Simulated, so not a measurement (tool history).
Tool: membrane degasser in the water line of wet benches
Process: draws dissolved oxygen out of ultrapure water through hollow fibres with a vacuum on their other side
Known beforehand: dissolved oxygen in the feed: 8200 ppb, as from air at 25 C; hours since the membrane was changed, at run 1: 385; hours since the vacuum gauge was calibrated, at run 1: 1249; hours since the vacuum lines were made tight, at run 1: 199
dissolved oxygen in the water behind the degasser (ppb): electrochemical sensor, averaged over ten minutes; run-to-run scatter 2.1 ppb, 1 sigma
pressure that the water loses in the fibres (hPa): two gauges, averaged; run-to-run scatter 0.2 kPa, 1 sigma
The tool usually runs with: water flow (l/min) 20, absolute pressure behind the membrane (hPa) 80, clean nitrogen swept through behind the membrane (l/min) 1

run,hour,water flow (l/min),absolute pressure behind the membrane (hPa),clean nitrogen swept through behind the membrane (l/min),hours since the membrane was changed,hours since the vacuum gauge was calibrated,hours since the vacuum lines were made tight,dissolved oxygen in the water behind the degasser (ppb),pressure that the water loses in the fibres (hPa)
1,0,20,80,1,385,1249,199,260.8,464.1
2,46.2,20,80,1,431,1295,246,261.3,464.5
3,92.3,20,80,1,477,1341,292,263,467.6
4,138.5,20,80,1,523,1387,338,263.2,462.2
5,184.2,20,80,1,569,1433,384,261.7,465.8
6,213.8,20,80,1,599,1463,413,258,468
7,253.3,20,80,1,638,1502,453,261.7,464.6
8,289.2,20,80,2.06,674,1538,489,161.8,468.4
9,331.8,29,80,1,717,1581,531,380.5,679.7
10,373,12,142.8,0.54,758,1622,572,529,281.6
11,393.1,12,142.8,0.54,778,1642,593,537.8,280.2
12,431.9,12,142.8,0.54,817,1681,631,526.8,278.9
13,479,19,80,2.6,864,1728,678,133.9,440.6
14,508.9,19,80,2.6,894,1758,708,131.7,439.9
15,537.2,21,80,1,922,1786,737,271.9,484.8
16,579.4,21,80,1,964,1828,779,275.9,493.4
17,602.4,20,80,0.64,987,1851,802,347.5,464.7
18,631.4,20,136.3,2.69,1016,1880,831,235.8,466.7

Alternative continuations, all from the tool just after run 18; predict every row:
A,677,27,136.3,2.69,1062,1926,876,?,?
B,677,16,196.4,2.69,1062,1926,876,?,?
C,677,19,52,0.97,1062,1926,876,?,?
D,677,29,136.3,2.69,1062,1926,876,?,?
E,677,20,70,2.69,1062,1926,876,?,?

run,dissolved oxygen in the water behind the degasser (ppb),pressure that the water loses in the fibres (hPa)
A,328.9,624
B,266.6,371.7
C,138.4,441.8
D,349.1,675.1
E,119.9,468.3
What these runs would have given with no unlogged condition in the tool:
run,dissolved oxygen in the water behind the degasser (ppb),pressure that the water loses in the fibres (hPa)
A,328.9,623.9
B,266.6,371.7
C,138.3,441.7
D,349,675
E,119.8,468.2
